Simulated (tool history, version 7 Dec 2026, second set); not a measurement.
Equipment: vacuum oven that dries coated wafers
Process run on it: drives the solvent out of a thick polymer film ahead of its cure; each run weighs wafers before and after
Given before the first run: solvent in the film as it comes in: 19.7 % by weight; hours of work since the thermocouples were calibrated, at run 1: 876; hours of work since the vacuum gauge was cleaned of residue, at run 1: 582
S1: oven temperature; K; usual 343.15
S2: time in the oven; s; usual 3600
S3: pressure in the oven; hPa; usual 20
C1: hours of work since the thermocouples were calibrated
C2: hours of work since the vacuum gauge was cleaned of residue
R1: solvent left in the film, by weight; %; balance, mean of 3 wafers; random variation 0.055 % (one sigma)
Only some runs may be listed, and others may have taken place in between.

run	day	S1	S2	S3	C1	C2	R1
1	0	343.15	3600	20	876	582	2.71
2	2.412	343.15	3600	20	913	618	2.84
3	5.592	343.15	3600	20	961	667	2.75
4	8.496	343.15	3600	20	1005	711	2.92
5	10.575	343.15	3600	20	1037	742	2.84
# day 14.371: oven's thermocouples calibrated
6	14.417	343.15	2940	20	1	800	4.03
7	18.208	343.15	2940	20	58	857	4.23
8	21.5	343.15	2940	20	108	907	4.18
9	23.871	343.15	2940	20	144	943	4.3
# day 26.971: oven's thermocouples calibrated, once more
10	28.154	329.15	2400	20	18	1007	10.16
11	31.354	355.15	5640	49.2	67	1056	1.52
12	34.696	354.15	3600	22.8	117	1107	0.9
13	36.7	339.15	6420	46.6	148	1137	3.39
14	41.412	339.15	6420	46.6	219	1209	3.51
15	44.062	339.15	6420	46.6	260	1249	3.51
16	48.8	344.15	5880	33.4	332	1321	2.05
17	53.467	344.15	5880	33.4	403	1392	2.02

What if the next run were any one of these 3? Each begins from the tool's condition after run 17:
# day 57.621: vacuum gauge cleaned of residue and calibrated
A	58.133	348.15	3600	20	473	8	?
# day 57.621: vacuum gauge cleaned of residue and calibrated
B	58.133	356.15	5880	14	473	8	?
# day 57.621: vacuum gauge cleaned of residue and calibrated
C	58.133	338.15	3600	20	473	8	?

run	R1
A	1.39
B	0.39
C	4.26
Had the tool no hidden state, the same runs would have come out as:
run	R1
A	1.24
B	0.37
C	3.85
